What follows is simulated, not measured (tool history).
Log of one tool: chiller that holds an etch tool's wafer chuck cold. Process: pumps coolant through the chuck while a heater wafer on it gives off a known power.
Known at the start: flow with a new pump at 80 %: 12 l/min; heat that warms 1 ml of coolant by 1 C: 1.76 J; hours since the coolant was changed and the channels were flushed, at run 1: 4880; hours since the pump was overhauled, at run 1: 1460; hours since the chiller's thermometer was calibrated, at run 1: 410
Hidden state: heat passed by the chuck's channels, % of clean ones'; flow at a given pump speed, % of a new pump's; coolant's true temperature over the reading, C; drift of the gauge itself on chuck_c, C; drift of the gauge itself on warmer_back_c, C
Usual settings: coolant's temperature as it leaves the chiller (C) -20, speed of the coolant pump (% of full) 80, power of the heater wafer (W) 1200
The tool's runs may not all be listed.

run	hour	coolant's temperature as it leaves the chiller (C)	speed of the coolant pump (% of full)	power of the heater wafer (W)	hours since the coolant was changed and the channels were flushed	hours since the pump was overhauled	hours since the chiller's thermometer was calibrated	chuck's temperature once it has settled (C)	how much warmer the coolant comes back (C)
1	0.0	-20	80	1200	4880	1460	410	-9.43	3.42
2	75.1	-20	69	1200	4955	1535	485	-7.97	3.92
3	108.7	-20	80	1200	4989	1569	519	-9.43	3.36
4	179.2	-20	80	1200	5059	1639	589	-9.40	3.39
5	219.2	-20	80	1200	5099	1679	629	-9.42	3.36
6	279.9	-20	80	1200	5160	1740	690	-9.27	3.35
7	334.5	-20	80	1200	5215	1795	744	-9.48	3.34
8	394.4	-17	80	1200	5275	1855	804	-6.44	3.32
9	430.8	-17	80	1200	5311	1891	841	-6.56	3.32
10	479.7	-17	80	1200	5360	1940	890	-6.44	3.31
11	531.1	-12	80	1200	5411	1991	941	-1.45	3.28
12	574.4	-12	78	1200	5455	2034	984	-1.11	3.38
13	632.0	-20	100	1200	5512	2092	1042	-11.20	2.60
14	697.0	-20	96	1200	5577	2157	1107	-10.92	2.71
15	752.3	-20	96	1200	5633	2212	1162	-10.94	2.71
16	792.2	-25	80	1200	5672	2252	1202	-14.31	3.23
17	862.2	-26	95	743	5743	2322	1272	-20.41	1.61
18	928.8	-26	95	743	5809	2389	1339	-20.26	1.62
19	960.1	-24	89	1164	5840	2420	1370	-14.60	2.78
20	991.8	-21	80	690	5872	2452	1402	-14.85	1.77
21	1044.5	-17	98	935	5925	2505	1455	-10.00	1.96
22	1088.3	-24	80	810	5969	2548	1498	-16.84	2.08
23	1146.1	-24	80	810	6026	2606	1556	-16.77	2.06
24	1194.0	-24	80	810	6074	2654	1604	-17.03	2.06
25	1243.5	-24	95	1374	6124	2704	1653	-13.67	3.03
26	1301.5	-16	80	1611	6182	2762	1712	-1.82	4.36
27	1337.8	-16	80	1200	6218	2798	1748	-5.46	3.14
28	1382.4	-16	80	1200	6263	2842	1792	-5.39	3.12
29	1431.1	-23	74	1200	6311	2891	1841	-11.76	3.39
30	1469.0	-18	77	1200	6349	2929	1879	-7.12	3.23
31	1511.5	-18	77	1200	6392	2972	1921	-7.14	3.24

Some steps in how much warmer the coolant comes back (C) between neighbouring runs. How much of each would the tool show without its hidden state too (settings, what came in, random variation), and how much is left for the hidden state, with any gauge scatter that isn't in both results?
Run 1 -> 2: speed of the coolant pump (% of full) 80 -> 69. how much warmer the coolant comes back (C) +0.50: hidden state -0.03, all else +0.53.
Run 12 -> 13: coolant's temperature as it leaves the chiller (C) -12 -> -20, speed of the coolant pump (% of full) 78 -> 100. how much warmer the coolant comes back (C) -0.78: hidden state -0.02, all else -0.76.
Run 16 -> 17: coolant's temperature as it leaves the chiller (C) -25 -> -26, speed of the coolant pump (% of full) 80 -> 95, power of the heater wafer (W) 1200 -> 743. how much warmer the coolant comes back (C) -1.62: hidden state -0.02, all else -1.60.
Run 25 -> 26: coolant's temperature as it leaves the chiller (C) -24 -> -16, speed of the coolant pump (% of full) 95 -> 80, power of the heater wafer (W) 1374 -> 1611. how much warmer the coolant comes back (C) +1.33: hidden state -0.01, all else +1.34.
Run 26 -> 27: power of the heater wafer (W) 1611 -> 1200. how much warmer the coolant comes back (C) -1.22: hidden state -0.01, all else -1.21.
